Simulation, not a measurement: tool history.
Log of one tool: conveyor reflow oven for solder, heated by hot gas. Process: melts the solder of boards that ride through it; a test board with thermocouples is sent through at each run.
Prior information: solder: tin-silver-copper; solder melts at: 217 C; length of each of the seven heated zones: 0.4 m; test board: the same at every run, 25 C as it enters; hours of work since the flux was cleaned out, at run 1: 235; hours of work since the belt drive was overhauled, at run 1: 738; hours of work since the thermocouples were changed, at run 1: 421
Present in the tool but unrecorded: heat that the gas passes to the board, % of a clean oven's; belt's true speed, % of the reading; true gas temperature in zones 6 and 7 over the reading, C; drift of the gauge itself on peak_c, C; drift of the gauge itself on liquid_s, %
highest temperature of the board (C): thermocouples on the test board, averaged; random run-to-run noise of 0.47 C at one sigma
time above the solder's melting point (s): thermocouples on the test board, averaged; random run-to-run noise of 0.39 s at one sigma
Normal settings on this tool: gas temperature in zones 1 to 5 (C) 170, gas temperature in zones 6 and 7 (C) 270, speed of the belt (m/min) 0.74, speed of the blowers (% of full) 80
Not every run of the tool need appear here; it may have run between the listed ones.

run   hour  gas temperature in zones 1 to 5 (C)  gas temperature in zones 6 and 7 (C)  speed of the belt (m/min)  speed of the blowers (% of full)  hours of work since the flux was cleaned out  hours of work since the belt drive was overhauled  hours of work since the thermocouples were changed  highest temperature of the board (C)  time above the solder's melting point (s)
  1      0                                  170                                   270                       0.74                                80                                           235                                                738                                                 421                                 253.6                                       47.7
  2      8                                  170                                   270                       0.74                                58                                           240                                                744                                                 427                                   249                                       45.1
  3   17.9                                  170                                   261                       0.74                                80                                           248                                                751                                                 434                                 245.3                                       43.2
  4   34.5                                  170                                   261                       0.74                                80                                           259                                                763                                                 445                                 245.5                                       43.8
  5   48.9                                  170                                   270                       0.64                                80                                           270                                                773                                                 456                                 258.9                                       59.3
      54.9  -- flux residue cleaned out of gas plates and filters
  6   61.9                                  170                                   270                       0.64                                80                                             5                                                779                                                 461                                 256.7                                       58.9
  7   77.7                                  156                                   270                       0.74                                80                                            16                                                790                                                 473                                 250.2                                       42.2
  8   86.3                                  176                                   270                       0.74                                80                                            22                                                796                                                 479                                   253                                       50.1
  9  103.7                                  176                                   270                       0.74                                80                                            35                                                808                                                 491                                 253.3                                       50.8
 10  116.3                                  176                                   270                       0.74                                80                                            44                                                817                                                 500                                 252.9                                         50
     122.3  -- flux residue cleaned out of gas plates and filters, once more
 11  128.5                                  176                                   270                       0.74                                80                                             4                                                822                                                 505                                 256.2                                       51.5
 12  137.5                                  176                                   268                      0.685                                64                                            11                                                829                                                 512                                 254.1                                       55.3

Below are 5 alternative next runs, each starting from the tool's condition after run 12. Predict each:
  A  149.9                                  176                                   268                       0.66                                77                                            20                                                838                                                 520                                     ?                                          ?
  B  149.9                                  177                                   268                      0.685                                59                                            20                                                838                                                 520                                     ?                                          ?
  C  149.9                                  175                                   276                      0.721                                64                                            20                                                838                                                 520                                     ?                                          ?
  D  149.9                                  176                                   264                      0.637                                64                                            20                                                838                                                 520                                     ?                                          ?
  E  149.9                                  170                                   265                       0.74                                80                                            20                                                838                                                 520                                     ?                                          ?

run  highest temperature of the board (C)  time above the solder's melting point (s)
  A                                 257.5                                       59.4
  B                                   253                                       54.6
  C                                 259.7                                       54.9
  D                                 251.8                                       58.7
  E                                 250.5                                       47.5
Stripped of hidden state, with their random variation kept, the same runs would have yielded:
run  highest temperature of the board (C)  time above the solder's melting point (s)
  A                                 258.2                                       59.2
  B                                 253.7                                       54.5
  C                                 260.3                                       54.8
  D                                 252.5                                       58.6
  E                                 251.2                                       47.5

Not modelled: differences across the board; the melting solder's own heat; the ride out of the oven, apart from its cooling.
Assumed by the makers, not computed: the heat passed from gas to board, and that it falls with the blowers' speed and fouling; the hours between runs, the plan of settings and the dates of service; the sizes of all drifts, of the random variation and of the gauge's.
